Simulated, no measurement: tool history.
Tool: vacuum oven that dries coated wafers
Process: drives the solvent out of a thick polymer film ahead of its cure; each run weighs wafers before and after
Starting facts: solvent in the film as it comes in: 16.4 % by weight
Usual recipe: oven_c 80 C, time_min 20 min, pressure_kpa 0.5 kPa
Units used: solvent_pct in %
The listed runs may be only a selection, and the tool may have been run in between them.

{"run": 1, "hour": 0.0, "oven_c": 80, "time_min": 20, "pressure_kpa": 0.5, "solvent_pct": 1.66}
{"run": 2, "hour": 44.4, "oven_c": 80, "time_min": 20, "pressure_kpa": 0.259, "solvent_pct": 1.63}
{"run": 3, "hour": 109.0, "oven_c": 80, "time_min": 20, "pressure_kpa": 0.259, "solvent_pct": 1.52}
{"run": 4, "hour": 176.8, "oven_c": 71, "time_min": 20, "pressure_kpa": 0.5, "solvent_pct": 4.48}
{"run": 5, "hour": 221.9, "oven_c": 71, "time_min": 20, "pressure_kpa": 0.5, "solvent_pct": 4.47}
{"run": 6, "hour": 252.6, "oven_c": 80, "time_min": 20, "pressure_kpa": 0.5, "solvent_pct": 1.62}
{"run": 7, "hour": 301.6, "oven_c": 80, "time_min": 20, "pressure_kpa": 0.5, "solvent_pct": 1.55}
{"run": 8, "hour": 375.4, "oven_c": 80, "time_min": 20, "pressure_kpa": 0.5, "solvent_pct": 1.63}
{"run": 9, "hour": 417.1, "oven_c": 80, "time_min": 20, "pressure_kpa": 0.5, "solvent_pct": 1.6}
{"run": 10, "hour": 472.1, "oven_c": 80, "time_min": 20, "pressure_kpa": 0.5, "solvent_pct": 1.54}
{"run": 11, "hour": 509.2, "oven_c": 80, "time_min": 20, "pressure_kpa": 0.5, "solvent_pct": 1.63}
{"run": 12, "hour": 570.0, "oven_c": 80, "time_min": 20, "pressure_kpa": 0.5, "solvent_pct": 1.52}
{"run": 13, "hour": 608.3, "oven_c": 80, "time_min": 20, "pressure_kpa": 0.5, "solvent_pct": 1.65}
{"run": 14, "hour": 638.2, "oven_c": 80, "time_min": 20, "pressure_kpa": 1.578, "solvent_pct": 1.97}
{"run": 15, "hour": 674.5, "oven_c": 78, "time_min": 20, "pressure_kpa": 1.326, "solvent_pct": 2.39}
{"run": 16, "hour": 740.2, "oven_c": 70, "time_min": 11, "pressure_kpa": 1.326, "solvent_pct": 7.62}
{"run": 17, "hour": 783.5, "oven_c": 83, "time_min": 15, "pressure_kpa": 0.357, "solvent_pct": 1.63}
{"run": 18, "hour": 832.4, "oven_c": 90, "time_min": 27, "pressure_kpa": 0.456, "solvent_pct": 0.24}
{"run": 19, "hour": 864.0, "oven_c": 80, "time_min": 32, "pressure_kpa": 1.059, "solvent_pct": 0.87}
{"run": 20, "hour": 899.7, "oven_c": 92, "time_min": 14, "pressure_kpa": 0.29, "solvent_pct": 0.46}
{"run": 21, "hour": 930.8, "oven_c": 73, "time_min": 23, "pressure_kpa": 1.86, "solvent_pct": 3.49}
{"run": 22, "hour": 964.0, "oven_c": 73, "time_min": 23, "pressure_kpa": 1.86, "solvent_pct": 3.44}
{"run": 23, "hour": 1035.7, "oven_c": 77, "time_min": 23, "pressure_kpa": 1.86, "solvent_pct": 2.32}
{"run": 24, "hour": 1074.7, "oven_c": 77, "time_min": 23, "pressure_kpa": 1.86, "solvent_pct": 2.29}
{"run": 25, "hour": 1146.0, "oven_c": 72, "time_min": 25, "pressure_kpa": 0.271, "solvent_pct": 2.8}
{"run": 26, "hour": 1199.7, "oven_c": 95, "time_min": 27, "pressure_kpa": 0.271, "solvent_pct": 0.08}
{"run": 27, "hour": 1264.1, "oven_c": 95, "time_min": 20, "pressure_kpa": 0.271, "solvent_pct": 0.16}
{"run": 28, "hour": 1315.0, "oven_c": 74, "time_min": 20, "pressure_kpa": 0.271, "solvent_pct": 2.95}

What if the next run were any one of these 4? Each begins from the tool's condition after run 28:
{"run": "A", "hour": 1365.0, "oven_c": 82, "time_min": 19, "pressure_kpa": 1.021, "solvent_pct": "?"}
{"run": "B", "hour": 1365.0, "oven_c": 80, "time_min": 20, "pressure_kpa": 1.948, "solvent_pct": "?"}
{"run": "C", "hour": 1365.0, "oven_c": 77, "time_min": 12, "pressure_kpa": 0.5, "solvent_pct": "?"}
{"run": "D", "hour": 1365.0, "oven_c": 91, "time_min": 20, "pressure_kpa": 0.356, "solvent_pct": "?"}

run=A solvent_pct=1.36
run=B solvent_pct=2.01
run=C solvent_pct=4.29
run=D solvent_pct=0.3
Take away the tool's hidden state, keep each run's random variation, and the runs would have read:
run=A solvent_pct=1.52
run=B solvent_pct=2.22
run=C solvent_pct=4.74
run=D solvent_pct=0.22
